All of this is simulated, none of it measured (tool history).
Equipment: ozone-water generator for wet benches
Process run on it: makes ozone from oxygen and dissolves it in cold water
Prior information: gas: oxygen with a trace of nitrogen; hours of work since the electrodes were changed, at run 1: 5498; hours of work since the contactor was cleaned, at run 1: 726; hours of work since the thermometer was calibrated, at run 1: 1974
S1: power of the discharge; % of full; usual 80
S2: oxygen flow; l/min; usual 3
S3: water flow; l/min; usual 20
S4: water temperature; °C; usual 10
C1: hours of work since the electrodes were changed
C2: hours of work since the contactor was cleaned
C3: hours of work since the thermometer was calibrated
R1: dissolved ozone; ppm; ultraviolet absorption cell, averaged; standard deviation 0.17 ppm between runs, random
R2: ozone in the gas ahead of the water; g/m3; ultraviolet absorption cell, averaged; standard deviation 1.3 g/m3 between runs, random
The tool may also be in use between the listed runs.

| run | hour | S1 | S2 | S3 | S4 | C1 | C2 | C3 | R1 | R2 |
|---|---|---|---|---|---|---|---|---|---|---|
| 1 | 0 | 80 | 3 | 20 | 10 | 5498 | 726 | 1974 | 20.3 | 217.7 |
| 2 | 170.5 | 80 | 3 | 18 | 10 | 5601 | 828 | 2076 | 22.4 | 216.3 |
| 3 | 322.7 | 80 | 3 | 20 | 10 | 5692 | 919 | 2167 | 20.4 | 217.4 |
| 4 | 534.9 | 80 | 3 | 20 | 10 | 5819 | 1047 | 2295 | 20.5 | 217.1 |
| 5 | 701.2 | 80 | 3 | 20 | 10 | 5919 | 1146 | 2395 | 20.1 | 216.1 |
| 6 | 845.6 | 80 | 3 | 16 | 10 | 6006 | 1233 | 2481 | 24.7 | 214.8 |
| 7 | 996.6 | 80 | 3 | 16 | 10 | 6097 | 1324 | 2572 | 24.9 | 212.7 |
| 8 | 1157.6 | 80 | 3 | 16 | 10 | 6193 | 1420 | 2668 | 24.6 | 213.1 |
| 9 | 1322.1 | 80 | 3 | 27 | 10 | 6292 | 1519 | 2767 | 14.8 | 213.7 |
| 10 | 1470.8 | 80 | 3 | 25 | 10 | 6381 | 1608 | 2856 | 15.9 | 211.4 |
| 11 | 1600.6 | 80 | 3 | 25 | 10 | 6459 | 1686 | 2934 | 15.8 | 213.9 |
| 12 | 1769.8 | 64 | 2.93 | 25 | 10 | 6561 | 1788 | 3036 | 14.1 | 191.5 |
| 13 | 1906.7 | 74 | 1.54 | 20 | 13 | 6643 | 1870 | 3118 | 13.6 | 250.4 |
| 14 | 2095.7 | 49 | 3 | 21 | 10 | 6756 | 1983 | 3232 | 14.4 | 163.6 |
| 15 | 2222.8 | 49 | 3 | 21 | 10 | 6832 | 2060 | 3308 | 14.5 | 164.5 |
| 16 | 2426.4 | 49 | 3 | 21 | 10 | 6955 | 2182 | 3430 | 14.2 | 165 |
| 17 | 2600.9 | 80 | 3 | 19 | 10 | 7059 | 2287 | 3535 | 20.5 | 212 |
| 18 | 2728.5 | 80 | 3 | 20 | 10 | 7136 | 2363 | 3611 | 19.5 | 210.8 |
| 19 | 2885.6 | 80 | 3 | 20 | 10 | 7230 | 2458 | 3706 | 19.4 | 210.7 |
| 20 | 3060.5 | 80 | 3 | 23 | 18 | 7335 | 2562 | 3811 | 15.6 | 209.6 |
| 21 | 3227.8 | 80 | 3 | 23 | 18 | 7436 | 2663 | 3911 | 15.6 | 208 |
| 22 | 3409.6 | 85 | 1.97 | 20 | 10 | 7545 | 2772 | 4020 | 16.4 | 241.8 |

Branching from run 22: 4 alternative next runs. What would each branch give?
| A | 3636.1 | 85 | 2.8 | 20 | 10 | 7681 | 2908 | 4156 | ? | ? |
| B | 3636.1 | 60 | 2.61 | 20 | 10 | 7681 | 2908 | 4156 | ? | ? |
| C | 3636.1 | 85 | 4.16 | 20 | 10 | 7681 | 2908 | 4156 | ? | ? |
| D | 3636.1 | 80 | 3.92 | 20 | 11 | 7681 | 2908 | 4156 | ? | ? |

| run | R1 | R2 |
|---|---|---|
| A | 19 | 218.7 |
| B | 15.5 | 188.7 |
| C | 22.6 | 193.2 |
| D | 21.1 | 189.7 |
With no hidden state in the tool, these same runs would have given:
| run | R1 | R2 |
|---|---|---|
| A | 23.2 | 261.5 |
| B | 18.4 | 218.6 |
| C | 27.6 | 230.7 |
| D | 25.6 | 225.6 |
